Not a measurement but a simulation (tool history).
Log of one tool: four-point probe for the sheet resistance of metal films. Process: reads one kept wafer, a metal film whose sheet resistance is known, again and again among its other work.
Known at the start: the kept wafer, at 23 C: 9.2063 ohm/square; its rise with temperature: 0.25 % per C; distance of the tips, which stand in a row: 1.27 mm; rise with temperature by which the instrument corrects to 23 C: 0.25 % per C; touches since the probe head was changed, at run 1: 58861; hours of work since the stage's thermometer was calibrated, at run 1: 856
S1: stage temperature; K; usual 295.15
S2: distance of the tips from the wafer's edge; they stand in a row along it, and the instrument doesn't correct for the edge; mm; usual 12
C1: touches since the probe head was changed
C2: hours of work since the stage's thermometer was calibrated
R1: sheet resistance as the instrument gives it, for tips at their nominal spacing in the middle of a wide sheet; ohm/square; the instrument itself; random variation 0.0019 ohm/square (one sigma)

Run 1, hour 0.0: usual settings; C1 58861; C2 856. Result: R1 9.259604 ohm/square.
Run 2, hour 44.7: usual settings; C1 60274; C2 885. Result: R1 9.261397 ohm/square.
Run 3, hour 116.7: usual settings; C1 62549; C2 931. Result: R1 9.262510 ohm/square.
Run 4, hour 184.6: usual settings; C1 64693; C2 975. Result: R1 9.261604 ohm/square.
Run 5, hour 263.6: usual settings; C1 67189; C2 1026. Result: R1 9.262682 ohm/square.
Run 6, hour 340.3: usual settings; C1 69610; C2 1076. Result: R1 9.262290 ohm/square.
Run 7, hour 384.0: usual settings; C1 70992; C2 1104. Result: R1 9.264657 ohm/square.
Run 8, hour 464.8: usual settings; C1 73545; C2 1156. Result: R1 9.260800 ohm/square.
Run 9, hour 541.1: usual settings; C1 75957; C2 1206. Result: R1 9.260355 ohm/square.
Run 10, hour 605.1: usual settings; C1 77976; C2 1247. Result: R1 9.262996 ohm/square.
Run 11, hour 661.5: usual settings but S1 293.15 K; C1 79760; C2 1283. Result: R1 9.259760 ohm/square.
Run 12, hour 724.9: usual settings; C1 81763; C2 1324. Result: R1 9.269148 ohm/square.
Run 13, hour 803.6: usual settings; C1 84247; C2 1375. Result: R1 9.262558 ohm/square.
Run 14, hour 851.3: usual settings; C1 85756; C2 1406. Result: R1 9.260719 ohm/square.
Run 15, hour 925.5: usual settings; C1 88099; C2 1454. Result: R1 9.264246 ohm/square.
Run 16, hour 974.0: usual settings; C1 89630; C2 1485. Result: R1 9.261850 ohm/square.
Run 17, hour 1036.1: usual settings; C1 91592; C2 1525. Result: R1 9.263119 ohm/square.
Run 18, hour 1108.4: usual settings; C1 93878; C2 1572. Result: R1 9.264181 ohm/square.
Run 19, hour 1150.7: usual settings but S1 299.15 K, S2 11 mm; C1 95215; C2 1599. Result: R1 9.275106 ohm/square.
Run 20, hour 1225.0: usual settings but S1 299.15 K, S2 10 mm; C1 97560; C2 1647. Result: R1 9.288319 ohm/square.
Run 21, hour 1260.0: usual settings but S2 65 mm; C1 98666; C2 1670. Result: R1 9.209379 ohm/square.
Run 22, hour 1338.1: usual settings but S1 305.15 K, S2 4 mm; C1 101134; C2 1721. Result: R1 9.678675 ohm/square.
Run 23, hour 1403.6: usual settings but S1 305.15 K, S2 4 mm; C1 103203; C2 1763. Result: R1 9.677484 ohm/square.
Run 24, hour 1485.6: usual settings but S1 296.15 K, S2 50 mm; C1 105794; C2 1816. Result: R1 9.209079 ohm/square.
Run 25, hour 1537.5: usual settings but S1 293.15 K, S2 38 mm; C1 107433; C2 1849. Result: R1 9.213650 ohm/square.
Run 26, hour 1592.6: usual settings but S1 298.15 K, S2 10 mm; C1 109174; C2 1885. Result: R1 9.287295 ohm/square.
Run 27, hour 1634.6: usual settings but S1 298.15 K, S2 10 mm; C1 110502; C2 1912. Result: R1 9.285315 ohm/square.
Run 28, hour 1698.9: usual settings but S1 298.15 K, S2 56 mm; C1 112532; C2 1954. Result: R1 9.209145 ohm/square.
Run 29, hour 1757.9: usual settings but S1 298.15 K, S2 56 mm; C1 114395; C2 1992. Result: R1 9.211447 ohm/square.
Run 30, hour 1797.1: usual settings but S2 15 mm; C1 115636; C2 2017. Result: R1 9.241004 ohm/square.
Run 31, hour 1859.1: usual settings but S1 303.15 K, S2 23 mm; C1 117594; C2 2057. Result: R1 9.220783 ohm/square.
Run 32, hour 1932.3: usual settings but S1 303.15 K, S2 23 mm; C1 119905; C2 2105. Result: R1 9.218056 ohm/square.
Run 33, hour 2012.0: usual settings but S1 303.15 K, S2 23 mm; C1 122423; C2 2156. Result: R1 9.222334 ohm/square.
Run 34, hour 2077.9: usual settings but S1 297.15 K; C1 124507; C2 2199. Result: R1 9.261072 ohm/square.
Run 35, hour 2120.4: usual settings but S1 305.15 K, S2 13 mm; C1 125849; C2 2226. Result: R1 9.255987 ohm/square.

3 ways to go on from here, each from the tool as it stands after run 35. What would each give?
Run A, hour 2167.7: usual settings but S1 294.15 K; C1 127343; C2 2257. Result: R1 ?.
Run B, hour 2167.7: usual settings but S1 298.15 K, S2 68 mm; C1 127343; C2 2257. Result: R1 ?.
Run C, hour 2167.7: usual settings but S1 303.15 K, S2 13 mm; C1 127343; C2 2257. Result: R1 ?.

run        R1
  A  9.261275
  B  9.207992
  C  9.251838
Without the tool's hidden state the same runs would have given:
run        R1
  A  9.261050
  B  9.207767
  C  9.251611

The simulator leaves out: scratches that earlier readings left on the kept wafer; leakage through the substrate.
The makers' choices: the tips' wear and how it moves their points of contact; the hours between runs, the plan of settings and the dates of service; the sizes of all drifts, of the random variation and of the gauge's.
